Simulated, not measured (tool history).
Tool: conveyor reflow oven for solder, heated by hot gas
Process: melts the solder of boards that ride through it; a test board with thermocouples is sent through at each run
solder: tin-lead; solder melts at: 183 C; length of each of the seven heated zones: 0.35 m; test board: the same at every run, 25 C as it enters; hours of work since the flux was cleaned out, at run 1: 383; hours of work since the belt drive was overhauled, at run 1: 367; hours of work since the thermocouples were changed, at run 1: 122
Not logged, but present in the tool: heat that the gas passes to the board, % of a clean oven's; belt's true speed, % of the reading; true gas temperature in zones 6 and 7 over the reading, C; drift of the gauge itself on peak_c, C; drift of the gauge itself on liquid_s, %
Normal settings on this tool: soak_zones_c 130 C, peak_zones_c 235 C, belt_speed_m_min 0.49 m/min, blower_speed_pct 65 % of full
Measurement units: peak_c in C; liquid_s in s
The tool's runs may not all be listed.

run	day	soak_zones_c	peak_zones_c	belt_speed_m_min	blower_speed_pct	hours of work since the flux was cleaned out	hours of work since the belt drive was overhauled	hours of work since the thermocouples were changed	peak_c	liquid_s
1	0	130	235	0.49	65	383	367	122	210.4	53.2
2	0.433	130	235	0.49	65	391	374	129	209.8	53.3
3	0.75	130	235	0.49	65	396	380	135	210.3	53
4	0.933	130	235	0.49	65	399	383	138	210.1	52.9
# day 1.288: flux residue cleaned out of gas plates and filters
5	1.438	130	235	0.49	65	3	388	143	213.3	57.3
6	1.738	130	235	0.518	65	8	393	148	211.1	51.3
7	1.954	130	235	0.518	65	11	397	152	211	51.2
8	2.312	130	235	0.49	65	18	403	158	213.4	56.8
9	2.508	130	235	0.49	65	21	407	162	213.2	57.4
10	2.833	130	235	0.49	65	27	412	167	213.4	57.3
11	3.129	128	235	0.4	61	32	417	172	218.4	77.4
12	3.496	120	247	0.49	65	38	423	179	221.2	60.9
13	3.854	120	247	0.499	65	44	430	185	220.2	58.3
14	4.183	120	247	0.499	65	50	435	190	219.9	58.2
15	4.475	130	235	0.445	71	55	440	195	218.7	69.9
16	4.704	126	232	0.49	60	59	444	199	207.6	49
17	5.071	130	223	0.49	72	65	451	206	205.3	48.9

Some steps in peak_c between neighbouring runs. How much of each would the tool show without its hidden state too (settings, what came in, random variation), and how much is left for the hidden state, with any gauge scatter that isn't in both results?
Run 4 -> 5: flux residue cleaned out of gas plates and filters. peak_c +3.2 C: hidden state +3.2, all else +0.
Run 15 -> 16: soak_zones_c 130 -> 126, peak_zones_c 235 -> 232, belt_speed_m_min 0.445 -> 0.49, blower_speed_pct 71 -> 60. peak_c -11.1 C: hidden state +0, all else -11.1.
